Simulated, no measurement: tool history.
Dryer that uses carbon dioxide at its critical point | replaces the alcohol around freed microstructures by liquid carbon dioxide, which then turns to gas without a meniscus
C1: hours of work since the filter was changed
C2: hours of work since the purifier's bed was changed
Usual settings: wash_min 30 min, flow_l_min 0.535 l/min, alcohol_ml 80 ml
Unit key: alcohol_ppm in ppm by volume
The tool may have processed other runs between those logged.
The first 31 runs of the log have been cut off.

{"run": 32, "day": 9.971, "wash_min": 40, "flow_l_min": 0.64, "alcohol_ml": 50, "C1": 12, "C2": 404, "alcohol_ppm": 74}
{"run": 33, "day": 10.183, "wash_min": 40, "flow_l_min": 0.64, "alcohol_ml": 50, "C1": 15, "C2": 407, "alcohol_ppm": 78}
{"run": 34, "day": 10.462, "wash_min": 44, "flow_l_min": 0.535, "alcohol_ml": 80, "C1": 19, "C2": 412, "alcohol_ppm": 81}
{"run": 35, "day": 10.817, "wash_min": 21, "flow_l_min": 0.535, "alcohol_ml": 31, "C1": 25, "C2": 417, "alcohol_ppm": 309}
{"run": 36, "day": 11.054, "wash_min": 30, "flow_l_min": 0.741, "alcohol_ml": 35, "C1": 28, "C2": 421, "alcohol_ppm": 80}
{"run": 37, "day": 11.35, "wash_min": 20, "flow_l_min": 0.727, "alcohol_ml": 49, "C1": 33, "C2": 425, "alcohol_ppm": 179}
{"run": 38, "day": 11.604, "wash_min": 20, "flow_l_min": 0.573, "alcohol_ml": 105, "C1": 37, "C2": 429, "alcohol_ppm": 798}
{"run": 39, "day": 11.808, "wash_min": 23, "flow_l_min": 0.573, "alcohol_ml": 105, "C1": 40, "C2": 432, "alcohol_ppm": 460}
{"run": 40, "day": 12.108, "wash_min": 43, "flow_l_min": 0.828, "alcohol_ml": 23, "C1": 45, "C2": 437, "alcohol_ppm": 87}
{"run": 41, "day": 12.375, "wash_min": 43, "flow_l_min": 0.828, "alcohol_ml": 23, "C1": 49, "C2": 441, "alcohol_ppm": 80}
{"run": 42, "day": 12.671, "wash_min": 30, "flow_l_min": 0.4, "alcohol_ml": 80, "C1": 53, "C2": 446, "alcohol_ppm": 592}

5 ways to go on from here, each from the tool as it stands after run 42. What would each give?
{"run": "A", "day": 13.017, "wash_min": 21, "flow_l_min": 0.535, "alcohol_ml": 23, "C1": 59, "C2": 451, "alcohol_ppm": "?"}
{"run": "B", "day": 13.017, "wash_min": 31, "flow_l_min": 0.577, "alcohol_ml": 38, "C1": 59, "C2": 451, "alcohol_ppm": "?"}
{"run": "C", "day": 13.017, "wash_min": 24, "flow_l_min": 0.4, "alcohol_ml": 26, "C1": 59, "C2": 451, "alcohol_ppm": "?"}
{"run": "D", "day": 13.017, "wash_min": 22, "flow_l_min": 0.535, "alcohol_ml": 80, "C1": 59, "C2": 451, "alcohol_ppm": "?"}
{"run": "E", "day": 13.017, "wash_min": 30, "flow_l_min": 0.578, "alcohol_ml": 71, "C1": 59, "C2": 451, "alcohol_ppm": "?"}

run=A alcohol_ppm=266
run=B alcohol_ppm=115
run=C alcohol_ppm=495
run=D alcohol_ppm=597
run=E alcohol_ppm=129
The same runs, with their run-to-run variation unchanged, on a tool lacking any hidden condition would have given:
run=A alcohol_ppm=165
run=B alcohol_ppm=32
run=C alcohol_ppm=373
run=D alcohol_ppm=451
run=E alcohol_ppm=40
